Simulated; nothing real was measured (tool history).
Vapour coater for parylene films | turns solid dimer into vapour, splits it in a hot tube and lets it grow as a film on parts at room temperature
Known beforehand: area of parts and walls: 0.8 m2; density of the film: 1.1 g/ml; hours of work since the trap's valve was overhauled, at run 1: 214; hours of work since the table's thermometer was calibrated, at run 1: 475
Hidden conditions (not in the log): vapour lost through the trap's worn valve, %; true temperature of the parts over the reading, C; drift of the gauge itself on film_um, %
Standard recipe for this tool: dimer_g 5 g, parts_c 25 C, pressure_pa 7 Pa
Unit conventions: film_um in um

run,hour,dimer_g,parts_c,pressure_pa,hours of work since the trap's valve was overhauled,hours of work since the table's thermometer was calibrated,film_um
1,0,5,25,7,214,475,2.44
2,37.1,5,25,7,235,496,2.53
3,110.3,5,25,7,275,536,2.48
4,164.8,5,25,7,304,565,2.47
5,232.9,5,32,7,342,603,1.9
6,281,5,32,7,368,629,1.9
7,347.5,5,32,7,404,665,1.91
8,409.1,5,32,7,438,699,1.91
9,469.1,5,18,7,471,732,3.23
10,541,5,18,7,510,771,3.17
11,604,5,18,7,545,806,3.22
# hour 644.7: trap's valve overhauled
12,673.7,5,18,7,16,841,3.24
13,708.5,5,25,7,35,860,2.46
14,740.1,2,25,7,52,878,1.01
15,782.5,5,25,7,75,901,2.42
# hour 799.2: table's thermometer calibrated
16,856.3,5,25,7,115,31,2.51
17,895.7,5,25,7,137,53,2.53
18,970.2,4,21,3.12,177,93,2.8
19,1031.2,4,21,3.12,211,127,2.83
20,1092,8,18,7.94,244,160,5.01
21,1149,8,18,7.94,275,191,5
22,1200.6,5,23,10.5,303,219,2.46
23,1272.8,5,23,10.5,343,259,2.42
24,1341,9,35,5.96,380,296,3.2
25,1398.9,3,28,7,412,328,1.35
26,1439.8,5,28,7,434,350,2.19
27,1502.4,4,28,7,468,384,1.78
28,1575.8,3,37,9,508,424,0.91
29,1610.1,4,36,3.39,527,443,1.57
30,1652.5,4,17,7,550,466,2.73
# hour 1680.7: trap's valve overhauled
31,1720,8,30,7,21,501,3.27
32,1762.2,2,28,10.27,45,524,0.84
33,1792.4,5,27,7,61,541,2.36

Alternative continuations, all from the tool just after run 33; predict every row:
A,1865.9,5,31,7,101,581,?
B,1865.9,3,22,7,101,581,?
C,1865.9,2,25,7,101,581,?

run,film_um
A,1.97
B,1.67
C,0.99
Had the tool no hidden state, the same runs would have come out as:
run,film_um
A,1.98
B,1.68
C,0.99

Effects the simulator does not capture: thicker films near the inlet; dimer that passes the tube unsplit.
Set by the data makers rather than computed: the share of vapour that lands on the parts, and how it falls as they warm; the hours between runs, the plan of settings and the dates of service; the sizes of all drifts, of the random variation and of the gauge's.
